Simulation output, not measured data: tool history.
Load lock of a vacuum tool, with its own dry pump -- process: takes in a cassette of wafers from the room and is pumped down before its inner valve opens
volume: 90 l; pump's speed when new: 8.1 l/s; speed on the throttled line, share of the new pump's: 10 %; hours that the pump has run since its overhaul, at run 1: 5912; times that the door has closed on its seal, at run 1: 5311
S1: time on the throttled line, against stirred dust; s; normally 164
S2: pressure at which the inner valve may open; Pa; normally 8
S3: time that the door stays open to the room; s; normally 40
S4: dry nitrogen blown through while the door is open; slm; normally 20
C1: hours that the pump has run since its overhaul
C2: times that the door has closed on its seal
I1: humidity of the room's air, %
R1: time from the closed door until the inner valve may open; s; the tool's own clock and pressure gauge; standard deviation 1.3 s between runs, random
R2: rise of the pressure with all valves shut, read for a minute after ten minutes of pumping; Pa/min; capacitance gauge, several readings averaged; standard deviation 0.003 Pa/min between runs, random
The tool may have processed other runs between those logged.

run    hour   S1  S2   S3  S4    C1    C2    I1     R1     R2
  1     0.0  164   8   40  20  5912  5311  47.3  259.1  0.035
  2   149.8  164   8   40  20  6061  5534  45.4  258.3  0.037
  3   237.2  164   8   25  20  6149  5663  44.8  258.1  0.035
  4   362.6  164   8   25  20  6274  5849  45.4  259.2  0.038
  5   465.0  164   8   40  20  6377  6001  44.9  259.7  0.047
  6   589.9  164   8   40  19  6502  6186  42.5  262.6  0.048
  7   722.0  164   8   40  20  6634  6382  45.0  260.8  0.043
  8   848.7  164   8   40  20  6760  6570  49.1  261.7  0.046
  9   936.2  164   8   40  20  6848  6700  45.2  260.6  0.051
 10  1097.5  164   8   40  20  7009  6939  44.2  259.7  0.048
 11  1194.0  164   8   40  20  7106  7082  44.3  260.1  0.054
 12  1360.5  164   8   40  20  7272  7329  42.9  260.4  0.053
 13  1533.8  164   8   40  20  7445  7586  42.1  259.3  0.049
 14  1610.1  164   8   40  20  7522  7699  43.6  262.2  0.050
 15  1680.4  197  10   29   9  7592  7803  43.6  286.5  0.053
 16  1770.7  197  10   83   8  7682  7937  49.2  287.1  0.063
 17  1908.6   92  10  132   8  7820  8142  48.0  194.7  0.070
 18  1996.6   99   7   83  29  7908  8272  45.8  205.7  0.055
 19  2095.5   99  11   83  29  8007  8419  48.1  197.9  0.058
 20  2172.2   99  11   83   4  8084  8533  45.6  200.2  0.070
 21  2263.7   99  11   83   4  8175  8668  48.3  199.8  0.075
 22  2435.7  164  10  107  20  8347  8923  42.5  259.6  0.066
 23  2539.6  114   8   35  20  8451  9077  46.6  217.7  0.062
 24  2623.7  114   8   35  20  8535  9202  44.6  217.9  0.059
 25  2718.8  295  10   58  20  8630  9343  43.5  380.2  0.063
 26  2798.4  201  10   28  20  8710  9461  41.9  293.3  0.062
 27  2953.9  201  10   28  20  8866  9692  43.8  292.5  0.068
 28  3112.8  101   7  128  26  9024  9927  46.2  209.1  0.073

5 options for the next run, each taken on its own from the tool as it stands now. Forecast them:
  A  3278.4  247   8   40  12  9190  10173  43.9   ?   ?
  B  3278.4   95  13   67  26  9190  10173  49.3   ?   ?
  C  3278.4  164   8   40  26  9190  10173  45.4   ?   ?
  D  3278.4  155  11  128   6  9190  10173  43.2   ?   ?
  E  3278.4   84   8   39  20  9190  10173  43.6   ?   ?

run     R1     R2
  A  335.6  0.068
  B  198.2  0.069
  C  261.9  0.067
  D  249.4  0.085
  E  192.5  0.074
Without the tool's hidden state the same runs would have given:
run     R1     R2
  A  325.8  0.008
  B  187.3  0.010
  C  251.4  0.006
  D  239.2  0.023
  E  180.7  0.014
